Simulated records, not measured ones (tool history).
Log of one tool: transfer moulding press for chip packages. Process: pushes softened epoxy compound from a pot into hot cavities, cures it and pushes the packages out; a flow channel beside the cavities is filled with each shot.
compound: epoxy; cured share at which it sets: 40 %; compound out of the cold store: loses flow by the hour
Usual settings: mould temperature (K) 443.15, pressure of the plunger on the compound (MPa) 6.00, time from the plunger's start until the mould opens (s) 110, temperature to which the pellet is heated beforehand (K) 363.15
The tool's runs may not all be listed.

run    hour  mould temperature (K)  pressure of the plunger on the compound (MPa)  time from the plunger's start until the mould opens (s)  temperature to which the pellet is heated beforehand (K)  incoming compound's hours out of the cold store  length that the compound runs in the flow channel (mm)  greatest force on the pins that push the packages out (N)
  1     0.0                 443.15                                           6.00                                                      110                                                    363.15                                             32.8                                                     714                                                        630
       23.7  -- mould's thermocouples calibrated
       44.1  -- cavities cleaned with cleaning compound and waxed
  2    97.8                 443.15                                           6.00                                                      110                                                    363.15                                             10.6                                                     720                                                        635
      125.1  -- cavities cleaned with cleaning compound and waxed
  3   146.1                 443.15                                           6.00                                                      109                                                    363.15                                              9.0                                                     716                                                        541
  4   191.9                 443.15                                           6.00                                                      110                                                    363.15                                             26.4                                                     680                                                        613
      202.8  -- cavities cleaned with cleaning compound and waxed
  5   273.1                 443.15                                           6.00                                                      110                                                    363.15                                             18.2                                                     676                                                        648
      283.4  -- cavities cleaned with cleaning compound and waxed
      310.5  -- plunger's sealing rings changed
  6   330.6                 443.15                                           6.00                                                      110                                                    363.15                                             19.4                                                     762                                                        612
      366.1  -- cavities cleaned with cleaning compound and waxed
  7   398.9                 443.15                                           6.00                                                      110                                                    363.15                                             10.9                                                     782                                                        596
      444.7  -- cavities cleaned with cleaning compound and waxed
  8   494.2                 443.15                                           6.00                                                      110                                                    363.15                                             25.9                                                     713                                                        623
      523.9  -- cavities cleaned with cleaning compound and waxed
  9   539.6                 443.15                                           7.23                                                      110                                                    363.15                                             33.1                                                     763                                                        513
 10   597.8                 443.15                                           7.23                                                      110                                                    363.15                                             46.5                                                     723                                                        648
      608.0  -- cavities cleaned with cleaning compound and waxed
 11   677.6                 443.15                                           7.23                                                      110                                                    363.15                                             11.6                                                     791                                                        664
      685.1  -- cavities cleaned with cleaning compound and waxed
 12   759.7                 443.15                                           7.23                                                      110                                                    363.15                                             12.3                                                     757                                                        691
      766.6  -- cavities cleaned with cleaning compound and waxed
      816.2  -- plunger's sealing rings changed
      847.6  -- cavities cleaned with cleaning compound and waxed
 13   861.6                 443.15                                           7.23                                                      110                                                    363.15                                             46.9                                                     767                                                        527
 14   920.6                 442.15                                           7.23                                                      119                                                    372.15                                             31.9                                                     797                                                        603
      927.8  -- cavities cleaned with cleaning compound and waxed
 15   974.4                 442.15                                           7.23                                                      119                                                    372.15                                              9.6                                                     844                                                        611
     1006.5  -- cavities cleaned with cleaning compound and waxed
 16  1054.9                 447.15                                           6.90                                                      108                                                    363.15                                             30.7                                                     732                                                        561
     1085.8  -- cavities cleaned with cleaning compound and waxed
 17  1113.8                 448.15                                           4.95                                                      133                                                    369.15                                             29.3                                                     616                                                        496
     1132.3  -- mould's thermocouples calibrated
     1166.4  -- cavities cleaned with cleaning compound and waxed
 18  1198.4                 448.15                                           4.95                                                      133                                                    369.15                                             21.3                                                     608                                                        499
     1245.5  -- cavities cleaned with cleaning compound and waxed
 19  1273.7                 441.15                                           4.95                                                      111                                                    369.15                                             17.6                                                     622                                                        623
     1317.2  -- plunger's sealing rings changed
     1327.2  -- cavities cleaned with cleaning compound and waxed
 20  1368.1                 448.15                                           4.87                                                      143                                                    354.15                                             12.9                                                     689                                                        516
     1409.1  -- cavities cleaned with cleaning compound and waxed
 21  1447.7                 448.15                                           4.71                                                       94                                                    357.15                                             12.6                                                     655                                                        585
     1488.3  -- cavities cleaned with cleaning compound and waxed
 22  1505.3                 443.15                                           4.54                                                      100                                                    363.15                                             19.9                                                     638                                                        636
 23  1551.3                 443.15                                           5.48                                                      147                                                    360.15                                             47.7                                                     635                                                        564
     1566.4  -- cavities cleaned with cleaning compound and waxed
 24  1641.6                 439.15                                           7.28                                                      139                                                    359.15                                             46.4                                                     729                                                        623
     1651.6  -- cavities cleaned with cleaning compound and waxed
 25  1691.4                 441.15                                           5.55                                                      132                                                    362.15                                             47.9                                                     626                                                        542

Forecast each of these 5 alternatives for the next run:
     1733.3  -- cavities cleaned with cleaning compound and waxed
  A  1760.0                 450.15                                           6.00                                                      110                                                    363.15                                             28.9                                                       ?                                                          ?
     1733.3  -- cavities cleaned with cleaning compound and waxed
  B  1760.0                 441.15                                           6.74                                                      110                                                    353.15                                             35.8                                                       ?                                                          ?
     1733.3  -- cavities cleaned with cleaning compound and waxed
  C  1760.0                 451.15                                           6.00                                                      110                                                    357.15                                             12.0                                                       ?                                                          ?
     1733.3  -- cavities cleaned with cleaning compound and waxed
  D  1760.0                 443.15                                           7.17                                                      121                                                    360.15                                             32.6                                                       ?                                                          ?
     1733.3  -- cavities cleaned with cleaning compound and waxed
  E  1760.0                 443.15                                           6.00                                                      125                                                    372.15                                             16.2                                                       ?                                                          ?

run  length that the compound runs in the flow channel (mm)  greatest force on the pins that push the packages out (N)
  A                                                     631                                                        502
  B                                                     694                                                        652
  C                                                     668                                                        485
  D                                                     707                                                        521
  E                                                     684                                                        513
Without the tool's hidden state the same runs would have given:
run  length that the compound runs in the flow channel (mm)  greatest force on the pins that push the packages out (N)
  A                                                     715                                                        328
  B                                                     786                                                        406
  C                                                     757                                                        317
  D                                                     800                                                        334
  E                                                     773                                                        331
